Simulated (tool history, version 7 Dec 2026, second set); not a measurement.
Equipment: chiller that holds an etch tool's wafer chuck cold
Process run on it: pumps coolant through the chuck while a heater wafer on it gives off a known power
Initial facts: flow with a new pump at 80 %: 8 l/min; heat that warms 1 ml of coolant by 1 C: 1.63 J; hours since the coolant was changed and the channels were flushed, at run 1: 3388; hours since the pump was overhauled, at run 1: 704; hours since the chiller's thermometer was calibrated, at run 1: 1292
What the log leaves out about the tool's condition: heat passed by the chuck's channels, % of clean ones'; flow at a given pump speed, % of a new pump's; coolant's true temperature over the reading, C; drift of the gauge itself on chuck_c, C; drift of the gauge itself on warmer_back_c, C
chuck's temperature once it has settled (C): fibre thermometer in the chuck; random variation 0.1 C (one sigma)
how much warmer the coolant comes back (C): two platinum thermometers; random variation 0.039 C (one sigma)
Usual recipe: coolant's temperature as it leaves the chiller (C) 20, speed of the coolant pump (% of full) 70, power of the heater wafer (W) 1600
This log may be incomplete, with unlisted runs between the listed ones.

run	day	coolant's temperature as it leaves the chiller (C)	speed of the coolant pump (% of full)	power of the heater wafer (W)	hours since the coolant was changed and the channels were flushed	hours since the pump was overhauled	hours since the chiller's thermometer was calibrated	chuck's temperature once it has settled (C)	how much warmer the coolant comes back (C)
1	0.000	20	70	1600	3388	704	1292	33.5	8.40
2	4.125	20	70	1600	3487	803	1391	33.4	8.39
3	6.788	20	93	1600	3551	867	1455	31.3	6.34
4	9.488	20	93	1600	3616	932	1520	31.4	6.47
5	13.742	20	93	1600	3718	1034	1622	31.2	6.38
6	17.871	20	70	1600	3817	1133	1721	33.4	8.49
# day 18.817: coolant changed, channels flushed
7	22.275	20	70	1600	83	1233	1821	33.5	8.46
8	25.712	20	70	1600	166	1316	1903	33.6	8.42
9	29.867	20	65	1098	265	1415	2003	29.6	6.30
10	32.250	20	70	2149	322	1472	2060	38.1	11.36
11	35.083	19	92	1600	390	1540	2128	30.3	6.53
12	38.950	16	70	1065	483	1633	2221	25.1	5.75

Measured result minus the same run's result without the hidden state. Both carry the same run-to-run variation, though not necessarily the same gauge scatter:
run	how much warmer the coolant comes back (C)
1	+0.01
2	+0.02
3	+0.03
4	+0.04
5	+0.07
6	+0.08
7	+0.11
8	+0.12
9	+0.14
10	+0.14
11	+0.16
12	+0.17
chuck's temperature once it has settled (C): differs from the measured result by no more than 0.1 in any run.
